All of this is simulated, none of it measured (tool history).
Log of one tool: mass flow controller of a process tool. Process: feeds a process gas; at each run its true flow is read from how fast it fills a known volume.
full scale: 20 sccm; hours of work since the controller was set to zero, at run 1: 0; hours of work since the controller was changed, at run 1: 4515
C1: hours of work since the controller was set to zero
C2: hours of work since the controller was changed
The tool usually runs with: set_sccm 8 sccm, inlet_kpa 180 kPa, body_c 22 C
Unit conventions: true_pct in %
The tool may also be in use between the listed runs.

Run 1, hour 0: usual settings; C1 0; C2 4515. Result: true_pct 98.34 %.
Run 2, hour 98.7: usual settings; C1 75; C2 4590. Result: true_pct 98.34 %.
Run 3, hour 251.3: usual settings but set_sccm 15 sccm; C1 191; C2 4705. Result: true_pct 99.38 %.
Run 4, hour 373.3: usual settings but set_sccm 10 sccm; C1 283; C2 4798. Result: true_pct 98.7 %.
Run 5, hour 555.2: usual settings but set_sccm 10 sccm; C1 421; C2 4936. Result: true_pct 98.54 %.
Run 6, hour 663.7: usual settings but set_sccm 10 sccm; C1 504; C2 5018. Result: true_pct 98.66 %.
Run 7, hour 747: usual settings; C1 567; C2 5081. Result: true_pct 98.25 %.
Run 8, hour 892.7: usual settings but body_c 33 C; C1 677; C2 5192. Result: true_pct 97.96 %.
Run 9, hour 1057.6: usual settings; C1 802; C2 5317. Result: true_pct 98.34 %.
Run 10, hour 1134: usual settings; C1 860; C2 5375. Result: true_pct 98.32 %.
Run 11, hour 1223.1: usual settings; C1 928; C2 5443. Result: true_pct 98.36 %.
Run 12, hour 1340.2: usual settings; C1 1017; C2 5532. Result: true_pct 98.33 %.
Run 13, hour 1474.6: usual settings; C1 1119; C2 5633. Result: true_pct 98.43 %.
Run 14, hour 1629.6: usual settings but set_sccm 7 sccm; C1 1236; C2 5751. Result: true_pct 98.28 %.
Run 15, hour 1764.6: usual settings; C1 1339; C2 5853. Result: true_pct 98.33 %.
Run 16, hour 1852: usual settings but inlet_kpa 159 kPa; C1 1405; C2 5920. Result: true_pct 98.34 %.
Run 17, hour 1955.1: usual settings but set_sccm 4 sccm; C1 1483; C2 5998. Result: true_pct 97.76 %.
Run 18, hour 2089.5: usual settings but set_sccm 3 sccm; C1 1585; C2 6100. Result: true_pct 97.66 %.
Run 19, hour 2226.5: usual settings but set_sccm 3 sccm; C1 1689; C2 6204. Result: true_pct 97.69 %.
Run 20, hour 2355.2: usual settings; C1 1787; C2 6302. Result: true_pct 98.38 %.
At hour 2490: controller exchanged for a calibrated one.
Run 21, hour 2510.2: usual settings; C1 15; C2 15. Result: true_pct 98.42 %.
Run 22, hour 2655.2: usual settings; C1 125; C2 125. Result: true_pct 98.27 %.
Run 23, hour 2810.9: usual settings; C1 243; C2 243. Result: true_pct 98.31 %.
Run 24, hour 2887.6: usual settings; C1 302; C2 302. Result: true_pct 98.38 %.
Run 25, hour 3055.4: usual settings but body_c 30 C; C1 429; C2 429. Result: true_pct 98.02 %.
Run 26, hour 3207: usual settings but body_c 30 C; C1 544; C2 544. Result: true_pct 97.97 %.
Run 27, hour 3330.6: usual settings but body_c 30 C; C1 638; C2 638. Result: true_pct 97.94 %.
Run 28, hour 3506.7: usual settings but set_sccm 2 sccm, body_c 34 C; C1 771; C2 771. Result: true_pct 96.87 %.
Run 29, hour 3592.5: usual settings but set_sccm 13 sccm, body_c 21 C; C1 836; C2 836. Result: true_pct 99.07 %.
Run 30, hour 3726.8: usual settings but body_c 25 C; C1 938; C2 938. Result: true_pct 98.25 %.
Run 31, hour 3880.1: usual settings but set_sccm 2 sccm, inlet_kpa 167 kPa, body_c 26 C; C1 1055; C2 1055. Result: true_pct 97.28 %.
Run 32, hour 4030.9: usual settings but set_sccm 17 sccm, inlet_kpa 213 kPa; C1 1169; C2 1169. Result: true_pct 99.64 %.
Run 33, hour 4113.8: usual settings but set_sccm 5 sccm, inlet_kpa 205 kPa, body_c 26 C; C1 1232; C2 1232. Result: true_pct 97.67 %.
Run 34, hour 4249.2: usual settings but set_sccm 17 sccm, inlet_kpa 183 kPa; C1 1335; C2 1335. Result: true_pct 99.78 %.
Run 35, hour 4332.2: usual settings but set_sccm 17 sccm, inlet_kpa 183 kPa; C1 1398; C2 1398. Result: true_pct 99.75 %.
Run 36, hour 4474.3: usual settings but set_sccm 5 sccm, inlet_kpa 165 kPa, body_c 38 C; C1 1506; C2 1506. Result: true_pct 97.19 %.
Run 37, hour 4611.6: usual settings but set_sccm 2 sccm; C1 1610; C2 1610. Result: true_pct 97.36 %.
Run 38, hour 4699.5: usual settings but set_sccm 2 sccm, inlet_kpa 151 kPa, body_c 21 C; C1 1676; C2 1676. Result: true_pct 97.44 %.
Run 39, hour 4825.5: usual settings but set_sccm 10 sccm, inlet_kpa 227 kPa, body_c 31 C; C1 1772; C2 1772. Result: true_pct 98.51 %.
Run 40, hour 4968.2: usual settings but set_sccm 4 sccm, inlet_kpa 252 kPa; C1 1880; C2 1880. Result: true_pct 97.98 %.
Run 41, hour 5067.3: usual settings but set_sccm 2 sccm, inlet_kpa 246 kPa; C1 1955; C2 1955. Result: true_pct 97.69 %.

Hidden state at the last listed run before each entry between runs and at the first one after, where it differs:
In the gap between runs 20 and 21: controller exchanged for a calibrated one (hour 2490)
  flow at rest that the sensor doesn't see, % of full scale: -0.002 -> 0; true flow over the shown one, %: 0.02 -> 0
